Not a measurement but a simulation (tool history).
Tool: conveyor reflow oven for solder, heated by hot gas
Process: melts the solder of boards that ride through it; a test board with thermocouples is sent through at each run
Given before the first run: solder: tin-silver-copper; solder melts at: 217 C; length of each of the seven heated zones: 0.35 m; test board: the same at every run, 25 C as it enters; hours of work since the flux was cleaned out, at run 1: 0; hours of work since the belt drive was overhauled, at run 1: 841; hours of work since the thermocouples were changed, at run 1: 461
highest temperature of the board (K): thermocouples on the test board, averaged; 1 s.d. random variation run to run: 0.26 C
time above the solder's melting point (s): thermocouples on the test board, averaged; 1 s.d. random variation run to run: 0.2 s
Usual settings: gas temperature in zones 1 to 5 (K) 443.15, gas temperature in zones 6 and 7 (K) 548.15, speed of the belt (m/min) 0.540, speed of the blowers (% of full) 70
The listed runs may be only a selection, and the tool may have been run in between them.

| run | hour | gas temperature in zones 1 to 5 (K) | gas temperature in zones 6 and 7 (K) | speed of the belt (m/min) | speed of the blowers (% of full) | hours of work since the flux was cleaned out | hours of work since the belt drive was overhauled | hours of work since the thermocouples were changed | highest temperature of the board (K) | time above the solder's melting point (s) |
|---|---|---|---|---|---|---|---|---|---|---|
| 1 | 0.0 | 443.15 | 548.15 | 0.540 | 70 | 0 | 841 | 461 | 531.25 | 61.2 |
| 2 | 32.3 | 443.15 | 548.15 | 0.540 | 70 | 19 | 860 | 479 | 531.55 | 61.3 |
| 3 | 51.5 | 443.15 | 548.15 | 0.540 | 70 | 30 | 871 | 491 | 531.25 | 61.1 |
| 4 | 88.4 | 443.15 | 548.15 | 0.540 | 70 | 52 | 892 | 512 | 531.45 | 60.8 |
| 5 | 116.5 | 443.15 | 548.15 | 0.540 | 70 | 68 | 909 | 529 | 531.45 | 60.7 |
| 6 | 153.3 | 443.15 | 548.15 | 0.540 | 70 | 89 | 930 | 550 | 531.65 | 61.1 |
|  | 160.4 | belt drive overhauled, speed set with a stopwatch |
| 7 | 183.8 | 443.15 | 548.15 | 0.540 | 70 | 105 | 14 | 566 | 531.35 | 61.7 |
| 8 | 212.4 | 443.15 | 548.15 | 0.540 | 70 | 122 | 30 | 582 | 531.75 | 61.1 |
| 9 | 233.5 | 443.15 | 548.15 | 0.540 | 70 | 134 | 43 | 595 | 530.85 | 61.2 |
| 10 | 269.1 | 443.15 | 548.15 | 0.540 | 70 | 155 | 63 | 615 | 531.05 | 61.5 |
|  | 296.2 | belt drive overhauled, speed set with a stopwatch, once more |
| 11 | 302.4 | 447.15 | 557.15 | 0.456 | 59 | 172 | 4 | 632 | 541.25 | 80.5 |
| 12 | 324.8 | 447.15 | 557.15 | 0.556 | 52 | 185 | 17 | 646 | 530.65 | 58.0 |
| 13 | 347.3 | 436.15 | 557.15 | 0.556 | 56 | 198 | 30 | 659 | 529.25 | 53.7 |
| 14 | 379.3 | 436.15 | 557.15 | 0.556 | 56 | 217 | 49 | 677 | 529.45 | 54.4 |
| 15 | 398.5 | 453.15 | 555.15 | 0.446 | 75 | 228 | 60 | 689 | 545.45 | 87.0 |

What will run 16 give?
| 16 | 437.2 | 453.15 | 555.15 | 0.446 | 75 | 251 | 82 | 711 | ? | ? |

{"run 16": {"highest temperature of the board (K)": 545.65, "time above the solder's melting point (s)": 86.9}}
Were there no unlogged condition in the tool, this run, its random variation unchanged, would have produced highest temperature of the board (K) 545.55, time above the solder's melting point (s) 87.0.

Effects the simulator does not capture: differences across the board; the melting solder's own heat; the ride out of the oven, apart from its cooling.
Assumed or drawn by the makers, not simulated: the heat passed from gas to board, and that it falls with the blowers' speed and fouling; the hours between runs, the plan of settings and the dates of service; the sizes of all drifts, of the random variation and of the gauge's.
